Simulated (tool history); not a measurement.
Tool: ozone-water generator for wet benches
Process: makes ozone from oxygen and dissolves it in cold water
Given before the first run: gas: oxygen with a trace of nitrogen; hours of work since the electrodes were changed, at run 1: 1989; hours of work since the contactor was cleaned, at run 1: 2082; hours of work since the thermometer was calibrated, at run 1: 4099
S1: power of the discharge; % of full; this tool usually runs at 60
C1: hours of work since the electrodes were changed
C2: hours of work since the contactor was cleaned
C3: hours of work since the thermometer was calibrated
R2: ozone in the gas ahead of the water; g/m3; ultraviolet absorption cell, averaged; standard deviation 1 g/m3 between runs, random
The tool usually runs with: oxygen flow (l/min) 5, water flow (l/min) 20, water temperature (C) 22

Run 1, hour 0: usual settings; C1 1989; C2 2082; C3 4099. Result: dissolved ozone (ppm) 13.4, R2 180.5 g/m3.
Run 2, hour 68: usual settings; C1 2049; C2 2143; C3 4159. Result: dissolved ozone (ppm) 13.5, R2 179.7 g/m3.
Run 3, hour 155.3: usual settings; C1 2127; C2 2220; C3 4237. Result: dissolved ozone (ppm) 13.4, R2 182.1 g/m3.
Run 4, hour 208.7: usual settings; C1 2175; C2 2268; C3 4284. Result: dissolved ozone (ppm) 13.6, R2 179.7 g/m3.
Run 5, hour 254.8: usual settings; C1 2216; C2 2309; C3 4326. Result: dissolved ozone (ppm) 13.7, R2 181.2 g/m3.
Run 6, hour 310: usual settings but S1 67 % of full; C1 2265; C2 2358; C3 4375. Result: dissolved ozone (ppm) 14.8, R2 201.1 g/m3.
Run 7, hour 390.8: usual settings but water flow (l/min) 12; C1 2337; C2 2430; C3 4447. Result: dissolved ozone (ppm) 20.7, R2 182.5 g/m3.
At hour 437.6: water thermometer calibrated.
Run 8, hour 453.6: usual settings but water flow (l/min) 12; C1 2392; C2 2485; C3 14. Result: dissolved ozone (ppm) 20.7, R2 180.7 g/m3.
Run 9, hour 531.8: usual settings but oxygen flow (l/min) 7.66; C1 2462; C2 2555; C3 84. Result: dissolved ozone (ppm) 14.4, R2 157.8 g/m3.
Run 10, hour 595.2: usual settings but oxygen flow (l/min) 7.66; C1 2518; C2 2611; C3 140. Result: dissolved ozone (ppm) 14.3, R2 159.6 g/m3.
Run 11, hour 645.8: usual settings; C1 2563; C2 2656; C3 185. Result: dissolved ozone (ppm) 13.4, R2 182.9 g/m3.
Run 12, hour 731.1: usual settings; C1 2639; C2 2732; C3 261. Result: dissolved ozone (ppm) 13.5, R2 179.9 g/m3.
Run 13, hour 778.6: usual settings but water temperature (C) 28; C1 2681; C2 2775; C3 303. Result: dissolved ozone (ppm) 12.1, R2 183.4 g/m3.
Run 14, hour 822.4: usual settings but water temperature (C) 24; C1 2720; C2 2814; C3 342. Result: dissolved ozone (ppm) 13.2, R2 182.2 g/m3.
Run 15, hour 909.7: usual settings; C1 2798; C2 2891; C3 420. Result: dissolved ozone (ppm) 13.3, R2 181.1 g/m3.
Run 16, hour 945.7: usual settings but water flow (l/min) 24; C1 2830; C2 2923; C3 452. Result: dissolved ozone (ppm) 11.1, R2 182.3 g/m3.
Run 17, hour 998.3: usual settings but water flow (l/min) 17, water temperature (C) 16; C1 2877; C2 2970; C3 499. Result: dissolved ozone (ppm) 17.3, R2 180.6 g/m3.
Run 18, hour 1075.1: usual settings but water flow (l/min) 17, water temperature (C) 16; C1 2945; C2 3039; C3 567. Result: dissolved ozone (ppm) 17.1, R2 184 g/m3.
Run 19, hour 1145.2: usual settings but water flow (l/min) 23, water temperature (C) 14; C1 3008; C2 3101; C3 630. Result: dissolved ozone (ppm) 13, R2 182.3 g/m3.
Run 20, hour 1196.3: usual settings but water flow (l/min) 23, water temperature (C) 14; C1 3053; C2 3146; C3 675. Result: dissolved ozone (ppm) 13, R2 180.4 g/m3.
At hour 1227.4: contactor cleaned.
Run 21, hour 1242.2: usual settings but S1 45 % of full, oxygen flow (l/min) 7.7, water flow (l/min) 14, water temperature (C) 21; C1 3090; C2 13; C3 713. Result: dissolved ozone (ppm) 14.8, R2 121.7 g/m3.
Run 22, hour 1305.1: usual settings but S1 45 % of full, oxygen flow (l/min) 7.7, water flow (l/min) 14, water temperature (C) 21; C1 3146; C2 69; C3 769. Result: dissolved ozone (ppm) 14.6, R2 121.3 g/m3.
Run 23, hour 1374.9: usual settings but S1 65 % of full, oxygen flow (l/min) 2.62, water flow (l/min) 15, water temperature (C) 18; C1 3208; C2 131; C3 831. Result: dissolved ozone (ppm) 17.2, R2 239.5 g/m3.

Run 24 comes next. What will it give?
Run 24, hour 1418.2: usual settings but S1 66 % of full, oxygen flow (l/min) 5.38, water flow (l/min) 28; C1 3247; C2 170; C3 869. Result: dissolved ozone (ppm) ?, R2 ?.

dissolved ozone (ppm): 10.8
R2: 192.5 g/m3
If the tool had no hidden condition, the same run with the same run-to-run variation would have returned dissolved ozone (ppm) 10.8, R2 192.8 g/m3.
